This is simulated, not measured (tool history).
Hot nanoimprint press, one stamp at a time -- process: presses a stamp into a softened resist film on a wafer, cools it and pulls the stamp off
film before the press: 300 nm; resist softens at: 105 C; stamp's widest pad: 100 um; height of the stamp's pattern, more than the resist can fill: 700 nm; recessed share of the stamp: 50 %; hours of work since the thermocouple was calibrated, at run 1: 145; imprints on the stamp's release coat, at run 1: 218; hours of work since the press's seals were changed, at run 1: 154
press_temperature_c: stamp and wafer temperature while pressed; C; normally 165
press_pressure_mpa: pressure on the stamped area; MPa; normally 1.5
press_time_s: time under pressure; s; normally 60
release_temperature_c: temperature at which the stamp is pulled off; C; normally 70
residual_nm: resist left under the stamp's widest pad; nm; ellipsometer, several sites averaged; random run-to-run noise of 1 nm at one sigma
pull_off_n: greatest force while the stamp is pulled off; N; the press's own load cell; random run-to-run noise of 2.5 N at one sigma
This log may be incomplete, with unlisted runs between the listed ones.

| run | hour | press_temperature_c | press_pressure_mpa | press_time_s | release_temperature_c | hours of work since the thermocouple was calibrated | imprints on the stamp's release coat | hours of work since the press's seals were changed | residual_nm | pull_off_n |
|---|---|---|---|---|---|---|---|---|---|---|
| 1 | 0 | 165 | 1.5 | 60 | 70 | 145 | 218 | 154 | 151.2 | 188 |
| 2 | 10.3 | 165 | 1.5 | 60 | 70 | 152 | 248 | 161 | 152.1 | 188 |
| 3 | 16.3 | 165 | 1.5 | 60 | 70 | 156 | 266 | 165 | 152.8 | 189 |
| 4 | 21 | 165 | 1.5 | 60 | 70 | 159 | 280 | 168 | 153.5 | 190 |
| 5 | 26.9 | 165 | 1.5 | 60 | 70 | 163 | 297 | 172 | 154.2 | 194 |
| 6 | 35.2 | 165 | 1.5 | 60 | 70 | 168 | 322 | 177 | 152.3 | 192 |
| 7 | 40.4 | 165 | 1.5 | 75 | 70 | 171 | 337 | 181 | 143.6 | 191 |
| 8 | 48.9 | 165 | 1.5 | 75 | 70 | 177 | 362 | 186 | 143.7 | 194 |
| 9 | 57 | 165 | 1.5 | 75 | 70 | 182 | 386 | 191 | 142 | 197 |
|  | 60.6 | plate thermocouple calibrated |
| 10 | 65.8 | 165 | 1.5 | 75 | 70 | 3 | 403 | 195 | 145.6 | 198 |
| 11 | 75.5 | 165 | 1.5 | 75 | 70 | 10 | 432 | 201 | 146.1 | 190 |
| 12 | 81.9 | 165 | 1.5 | 75 | 70 | 14 | 451 | 205 | 143.1 | 195 |
| 13 | 86.6 | 169 | 1.68 | 50 | 73 | 17 | 465 | 208 | 138 | 189 |
|  | 90.2 | plate thermocouple calibrated, once more |
| 14 | 96.1 | 165 | 1.5 | 97 | 77 | 4 | 484 | 213 | 129.2 | 177 |
| 15 | 104.9 | 157 | 1.48 | 48 | 70 | 9 | 510 | 218 | 209.3 | 193 |
| 16 | 114.3 | 165 | 0.97 | 60 | 75 | 16 | 538 | 224 | 183.2 | 182 |
| 17 | 124.7 | 168 | 1.38 | 60 | 70 | 22 | 568 | 231 | 141.8 | 196 |
| 18 | 134.4 | 168 | 1.38 | 60 | 70 | 29 | 597 | 237 | 143.9 | 201 |
|  | 148 | stamp cleaned and given a new release coat |
| 19 | 148.8 | 168 | 2.26 | 60 | 64 | 34 | 3 | 243 | 110.2 | 195 |
| 20 | 157.5 | 164 | 1.24 | 31 | 60 | 40 | 28 | 248 | 205.9 | 207 |
| 21 | 166.7 | 164 | 1.24 | 31 | 60 | 46 | 55 | 254 | 206.1 | 212 |

4 ways to go on from here, each from the tool as it stands after run 21. What would each give?
| A | 177.4 | 157 | 1.81 | 60 | 65 | 52 | 87 | 261 | ? | ? |
| B | 177.4 | 164 | 1.02 | 31 | 60 | 52 | 87 | 261 | ? | ? |
| C | 177.4 | 160 | 1.5 | 60 | 63 | 52 | 87 | 261 | ? | ? |
| D | 177.4 | 165 | 0.92 | 60 | 56 | 52 | 87 | 261 | ? | ? |

| run | residual_nm | pull_off_n |
|---|---|---|
| A | 180.1 | 197 |
| B | 215.2 | 208 |
| C | 177.5 | 202 |
| D | 188 | 220 |
Had the tool no hidden state, the same runs would have come out as:
| run | residual_nm | pull_off_n |
|---|---|---|
| A | 177.7 | 195 |
| B | 213.8 | 206 |
| C | 175.5 | 199 |
| D | 186.6 | 218 |
